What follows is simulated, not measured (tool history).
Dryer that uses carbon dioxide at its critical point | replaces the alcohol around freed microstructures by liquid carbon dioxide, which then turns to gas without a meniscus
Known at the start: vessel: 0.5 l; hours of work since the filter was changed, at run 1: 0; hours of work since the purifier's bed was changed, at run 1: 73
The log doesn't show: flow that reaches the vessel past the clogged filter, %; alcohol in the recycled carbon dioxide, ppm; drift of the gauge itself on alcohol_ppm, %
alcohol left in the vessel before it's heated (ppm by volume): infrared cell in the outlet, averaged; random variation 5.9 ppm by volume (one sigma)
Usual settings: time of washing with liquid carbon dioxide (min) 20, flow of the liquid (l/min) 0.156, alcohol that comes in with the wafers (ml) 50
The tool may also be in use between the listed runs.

| run | day | time of washing with liquid carbon dioxide (min) | flow of the liquid (l/min) | alcohol that comes in with the wafers (ml) | hours of work since the filter was changed | hours of work since the purifier's bed was changed | alcohol left in the vessel before it's heated (ppm by volume) |
|---|---|---|---|---|---|---|---|
| 1 | 0.000 | 20 | 0.156 | 50 | 0 | 73 | 218 |
| 2 | 1.446 | 20 | 0.156 | 50 | 16 | 89 | 244 |
| 3 | 2.692 | 20 | 0.156 | 50 | 31 | 103 | 245 |
| 4 | 4.479 | 20 | 0.156 | 50 | 51 | 124 | 250 |
| 5 | 7.200 | 20 | 0.210 | 50 | 82 | 155 | 59 |
| 6 | 8.554 | 20 | 0.156 | 50 | 97 | 170 | 264 |
| 7 | 10.325 | 20 | 0.156 | 50 | 118 | 190 | 282 |
| 8 | 12.283 | 20 | 0.156 | 50 | 140 | 213 | 281 |
| 9 | 13.383 | 20 | 0.156 | 50 | 152 | 225 | 283 |
| 10 | 15.129 | 20 | 0.156 | 112 | 172 | 245 | 610 |
| 11 | 16.646 | 20 | 0.156 | 112 | 190 | 262 | 600 |
| 12 | 17.842 | 20 | 0.156 | 112 | 203 | 276 | 639 |
| 13 | 19.708 | 20 | 0.156 | 112 | 224 | 297 | 634 |
| 14 | 20.996 | 20 | 0.156 | 112 | 239 | 312 | 658 |
| 15 | 23.262 | 12 | 0.156 | 50 | 265 | 338 | 2837 |
| 16 | 24.908 | 12 | 0.156 | 50 | 284 | 357 | 3000 |
| 17 | 27.654 | 12 | 0.156 | 50 | 315 | 388 | 3067 |
| 18 | 28.762 | 12 | 0.156 | 50 | 328 | 400 | 3103 |
| 19 | 31.167 | 12 | 0.156 | 50 | 355 | 428 | 3143 |
| 20 | 33.138 | 20 | 0.124 | 50 | 377 | 450 | 1187 |
| 21 | 34.921 | 20 | 0.156 | 106 | 398 | 471 | 782 |
|  | 35.583 | inlet filter changed |
| 22 | 36.221 | 20 | 0.156 | 106 | 7 | 485 | 519 |
| 23 | 37.392 | 20 | 0.156 | 106 | 21 | 498 | 559 |
| 24 | 39.167 | 20 | 0.156 | 50 | 41 | 518 | 317 |
| 25 | 41.504 | 20 | 0.156 | 50 | 67 | 545 | 328 |
| 26 | 43.471 | 14 | 0.098 | 99 | 90 | 568 | 15006 |
| 27 | 45.042 | 20 | 0.094 | 27 | 108 | 585 | 1693 |
| 28 | 47.708 | 21 | 0.099 | 56 | 138 | 616 | 2445 |
| 29 | 50.425 | 16 | 0.114 | 32 | 169 | 647 | 2160 |
| 30 | 51.792 | 19 | 0.114 | 32 | 185 | 662 | 1232 |
| 31 | 52.971 | 20 | 0.096 | 83 | 198 | 676 | 5067 |
| 32 | 55.258 | 20 | 0.096 | 83 | 224 | 702 | 5026 |
| 33 | 57.154 | 20 | 0.096 | 83 | 246 | 723 | 5128 |
| 34 | 59.262 | 14 | 0.106 | 87 | 270 | 747 | 11586 |
| 35 | 61.375 | 17 | 0.164 | 50 | 294 | 771 | 687 |
| 36 | 63.304 | 14 | 0.164 | 50 | 316 | 793 | 1487 |
| 37 | 65.162 | 14 | 0.166 | 51 | 337 | 815 | 1468 |
| 38 | 66.967 | 14 | 0.158 | 49 | 357 | 835 | 1746 |
| 39 | 69.504 | 21 | 0.105 | 49 | 386 | 864 | 2039 |
|  | 71.117 | inlet filter changed |
| 40 | 71.129 | 21 | 0.105 | 49 | 0 | 882 | 1586 |
| 41 | 72.279 | 21 | 0.105 | 49 | 13 | 895 | 1632 |
| 42 | 73.392 | 15 | 0.190 | 49 | 26 | 908 | 499 |
| 43 | 74.667 | 20 | 0.156 | 23 | 40 | 922 | 280 |
| 44 | 76.467 | 20 | 0.156 | 105 | 61 | 943 | 654 |
| 45 | 77.583 | 21 | 0.185 | 32 | 74 | 956 | 224 |
| 46 | 79.762 | 21 | 0.185 | 32 | 98 | 980 | 230 |
| 47 | 81.267 | 12 | 0.190 | 118 | 116 | 998 | 2705 |

Some steps in alcohol left in the vessel before it's heated (ppm by volume) between neighbouring runs. How much of each would the tool show without its hidden state too (settings, what came in, random variation), and how much is left for the hidden state, with any gauge scatter that isn't in both results?
Run 25 -> 26: time of washing with liquid carbon dioxide (min) 20 -> 14, flow of the liquid (l/min) 0.156 -> 0.098, alcohol that comes in with the wafers (ml) 50 -> 99. alcohol left in the vessel before it's heated (ppm by volume) +14678: hidden state +726, all else +13952.
Run 26 -> 27: time of washing with liquid carbon dioxide (min) 14 -> 20, flow of the liquid (l/min) 0.098 -> 0.094, alcohol that comes in with the wafers (ml) 99 -> 27. alcohol left in the vessel before it's heated (ppm by volume) -13313: hidden state -614, all else -12699.
Run 33 -> 34: time of washing with liquid carbon dioxide (min) 20 -> 14, flow of the liquid (l/min) 0.096 -> 0.106, alcohol that comes in with the wafers (ml) 83 -> 87. alcohol left in the vessel before it's heated (ppm by volume) +6458: hidden state +746, all else +5712.
Run 34 -> 35: time of washing with liquid carbon dioxide (min) 14 -> 17, flow of the liquid (l/min) 0.106 -> 0.164, alcohol that comes in with the wafers (ml) 87 -> 50. alcohol left in the vessel before it's heated (ppm by volume) -10899: hidden state -1372, all else -9527.

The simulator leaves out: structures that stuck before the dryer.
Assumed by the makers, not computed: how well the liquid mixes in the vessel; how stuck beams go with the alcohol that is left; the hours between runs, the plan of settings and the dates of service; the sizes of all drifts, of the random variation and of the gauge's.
